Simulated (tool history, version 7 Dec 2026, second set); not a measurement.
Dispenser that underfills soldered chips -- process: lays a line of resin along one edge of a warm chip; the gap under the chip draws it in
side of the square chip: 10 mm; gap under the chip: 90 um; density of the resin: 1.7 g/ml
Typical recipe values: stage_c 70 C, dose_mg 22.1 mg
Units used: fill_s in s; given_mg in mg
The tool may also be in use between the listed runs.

run   hour  stage_c  dose_mg  fill_s  given_mg
  1      0       70     22.1    90.9     21.44
       6.7  -- new syringe of resin
  2     11       70     22.1    90.1      21.5
      16.6  -- new syringe of resin
  3   23.7       70     22.1   100.1     21.48
      26.8  -- new syringe of resin
  4   32.3       70     22.9    97.4     22.11
      37.4  -- new syringe of resin
  5   41.3       70     22.9    92.4     22.01
      47.7  -- new syringe of resin
  6   53.5       70     22.9    95.8     21.98
      58.2  -- new syringe of resin
  7   63.1       65     22.1   111.4     21.07
      68.4  -- new syringe of resin
  8   72.8       65     22.1   109.2     21.06
      78.8  -- new syringe of resin
  9   79.8       65     22.1   101.5     20.94
 10   86.6       65     22.1   118.3     20.79
      88.8  -- new syringe of resin
      99.5  -- new syringe of resin
 11  100.4       65     22.1   101.1     21.03
 12  108.5       65     27.4   116.9     25.67
     109.6  -- new syringe of resin
     114.1  -- dispensing valve cleaned and set on the balance
     120.3  -- new syringe of resin
 13  120.3       65     27.4    95.8     27.43
     130.4  -- new syringe of resin
 14  132.5       65     27.4     100     27.28
     140.6  -- new syringe of resin
 15  143.9       70     21.8    92.7     21.61
     150.6  -- new syringe of resin
 16  154.4       65     22.1   112.4     21.75
     160.9  -- new syringe of resin
 17  164.5       65     22.1   110.1     21.68
     170.8  -- new syringe of resin
 18  175.3       66     24.6   106.6     24.36
       181  -- new syringe of resin
 19  187.3       82     21.9    71.7      21.4
     190.9  -- new syringe of resin
 20  196.5       82     21.9    71.3     21.32
     200.8  -- new syringe of resin
 21  203.5       66     20.3   103.2     19.72
     210.5  -- new syringe of resin
 22  210.9       66     20.3    99.7      19.7
     220.8  -- new syringe of resin
 23  222.9       57     23.3   137.2     22.48
 24  230.2       57     23.3     161     22.43
     231.1  -- new syringe of resin
     241.3  -- new syringe of resin
 25  242.3       63     26.8   107.9     25.57
     251.6  -- new syringe of resin
 26  251.6       63     26.8     107     25.39
 27  258.6       56     24.2   159.4     22.83
       262  -- new syringe of resin
 28  265.7       69     19.6   100.7     18.64
     271.8  -- new syringe of resin
 29    276       70     20.4    99.2     19.33
     281.5  -- new syringe of resin
 30  288.5       70     20.4   103.8     19.08
     291.6  -- new syringe of resin
 31  295.8       84     28.6    61.4     26.84
     301.5  -- new syringe of resin
     308.5  -- dispensing valve cleaned and set on the balance
 32  308.5       70     24.1   101.5     24.17
     312.9  -- new syringe of resin
 33  316.9       70     24.1    95.7     24.03

Branching from run 33: 5 alternative next runs. What would each branch give?
     323.3  -- new syringe of resin
  A  329.2       68     19.5       ?         ?
     323.3  -- new syringe of resin
  B  329.2       73     26.7       ?         ?
     323.3  -- new syringe of resin
  C  329.2       61     24.9       ?         ?
     323.3  -- new syringe of resin
  D  329.2       58     24.1       ?         ?
     323.3  -- new syringe of resin
  E  329.2       62     24.1       ?         ?

run  fill_s  given_mg
  A   110.4     19.24
  B    89.8     26.59
  C   132.1     24.65
  D   147.7     23.96
  E   129.5     23.97
Stripped of hidden state, with their random variation kept, the same runs would have yielded:
run  fill_s  given_mg
  A    89.2     19.35
  B    72.9     26.74
  C   106.6     24.78
  D     119     24.09
  E   104.5      24.1

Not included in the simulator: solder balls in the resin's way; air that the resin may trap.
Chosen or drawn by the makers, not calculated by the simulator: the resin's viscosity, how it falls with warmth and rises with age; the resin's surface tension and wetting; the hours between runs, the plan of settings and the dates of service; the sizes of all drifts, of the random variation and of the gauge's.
